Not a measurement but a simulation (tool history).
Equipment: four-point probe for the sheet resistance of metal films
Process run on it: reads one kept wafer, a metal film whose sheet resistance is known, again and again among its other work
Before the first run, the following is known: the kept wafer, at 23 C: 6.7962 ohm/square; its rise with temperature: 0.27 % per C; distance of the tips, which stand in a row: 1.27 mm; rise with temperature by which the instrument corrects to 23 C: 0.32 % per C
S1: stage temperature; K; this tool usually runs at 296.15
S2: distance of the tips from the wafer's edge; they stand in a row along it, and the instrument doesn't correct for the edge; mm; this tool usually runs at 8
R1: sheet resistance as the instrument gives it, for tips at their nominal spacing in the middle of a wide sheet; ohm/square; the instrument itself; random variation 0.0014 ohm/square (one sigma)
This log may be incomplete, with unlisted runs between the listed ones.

{"run": 1, "hour": 0.0, "S1": 296.15, "S2": 8, "R1": 6.880115}
{"run": 2, "hour": 43.9, "S1": 296.15, "S2": 8, "R1": 6.877454}
{"run": 3, "hour": 75.9, "S1": 296.15, "S2": 8, "R1": 6.877174}
{"run": 4, "hour": 102.5, "S1": 296.15, "S2": 7, "R1": 6.907211}
{"run": 5, "hour": 156.4, "S1": 296.15, "S2": 7, "R1": 6.907143}
{"run": 6, "hour": 210.7, "S1": 296.15, "S2": 7, "R1": 6.908065}
{"run": 7, "hour": 262.0, "S1": 296.15, "S2": 7, "R1": 6.907997}
{"run": 8, "hour": 324.5, "S1": 296.15, "S2": 21, "R1": 6.804793}
{"run": 9, "hour": 357.6, "S1": 294.15, "S2": 74, "R1": 6.797747}
{"run": 10, "hour": 409.1, "S1": 302.15, "S2": 5, "R1": 7.002729}

Run 11, settings as shown, results not yet in. Your forecast:
{"run": 11, "hour": 442.6, "S1": 308.15, "S2": 25, "R1": "?"}

R1: 6.766255 ohm/square
Without the tool's hidden state the same run would have given R1 6.76984 ohm/square.

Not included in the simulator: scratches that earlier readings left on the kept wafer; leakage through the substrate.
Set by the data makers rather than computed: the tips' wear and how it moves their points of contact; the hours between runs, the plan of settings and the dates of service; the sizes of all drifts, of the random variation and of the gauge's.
